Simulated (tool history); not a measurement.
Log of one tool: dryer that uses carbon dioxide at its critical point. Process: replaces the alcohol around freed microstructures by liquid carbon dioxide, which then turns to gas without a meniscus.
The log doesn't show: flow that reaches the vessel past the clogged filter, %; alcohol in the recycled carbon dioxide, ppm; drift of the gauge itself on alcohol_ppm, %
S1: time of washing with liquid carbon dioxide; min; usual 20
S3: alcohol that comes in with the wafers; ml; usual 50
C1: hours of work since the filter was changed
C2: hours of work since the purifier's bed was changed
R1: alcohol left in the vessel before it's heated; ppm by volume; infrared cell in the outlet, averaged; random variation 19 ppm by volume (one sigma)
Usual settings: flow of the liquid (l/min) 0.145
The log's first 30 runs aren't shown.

{"run": 31, "hour": 259.4, "S1": 20, "flow of the liquid (l/min)": 0.125, "S3": 50, "C1": 456, "C2": 243, "R1": 3724}
{"run": 32, "hour": 264.4, "S1": 20, "flow of the liquid (l/min)": 0.165, "S3": 50, "C1": 458, "C2": 246, "R1": 1387}
{"run": 33, "hour": 271.2, "S1": 24, "flow of the liquid (l/min)": 0.145, "S3": 50, "C1": 461, "C2": 248, "R1": 1108}
{"run": 34, "hour": 282.9, "S1": 24, "flow of the liquid (l/min)": 0.145, "S3": 50, "C1": 466, "C2": 253, "R1": 1124}
{"run": 35, "hour": 293.8, "S1": 15, "flow of the liquid (l/min)": 0.145, "S3": 46, "C1": 470, "C2": 257, "R1": 5533}
{"run": 36, "hour": 302.0, "S1": 15, "flow of the liquid (l/min)": 0.145, "S3": 46, "C1": 474, "C2": 261, "R1": 5625}
{"run": 37, "hour": 309.0, "S1": 20, "flow of the liquid (l/min)": 0.099, "S3": 39, "C1": 477, "C2": 264, "R1": 5828}
{"run": 38, "hour": 314.3, "S1": 28, "flow of the liquid (l/min)": 0.099, "S3": 37, "C1": 479, "C2": 266, "R1": 1962}
{"run": 39, "hour": 324.9, "S1": 28, "flow of the liquid (l/min)": 0.099, "S3": 37, "C1": 483, "C2": 270, "R1": 1954}

5 ways to go on from here, each from the tool as it stands after run 39. What would each give?
{"run": "A", "hour": 331.3, "S1": 29, "flow of the liquid (l/min)": 0.099, "S3": 37, "C1": 486, "C2": 273, "R1": "?"}
{"run": "B", "hour": 331.3, "S1": 16, "flow of the liquid (l/min)": 0.145, "S3": 70, "C1": 486, "C2": 273, "R1": "?"}
{"run": "C", "hour": 331.3, "S1": 15, "flow of the liquid (l/min)": 0.145, "S3": 50, "C1": 486, "C2": 273, "R1": "?"}
{"run": "D", "hour": 331.3, "S1": 28, "flow of the liquid (l/min)": 0.096, "S3": 37, "C1": 486, "C2": 273, "R1": "?"}
{"run": "E", "hour": 331.3, "S1": 20, "flow of the liquid (l/min)": 0.238, "S3": 92, "C1": 486, "C2": 273, "R1": "?"}

run=A R1=1716
run=B R1=7040
run=C R1=5931
run=D R1=2156
run=E R1=454
Without the tool's hidden state the same runs would have given:
run=A R1=865
run=B R1=4115
run=C R1=3584
run=D R1=1139
run=E R1=155

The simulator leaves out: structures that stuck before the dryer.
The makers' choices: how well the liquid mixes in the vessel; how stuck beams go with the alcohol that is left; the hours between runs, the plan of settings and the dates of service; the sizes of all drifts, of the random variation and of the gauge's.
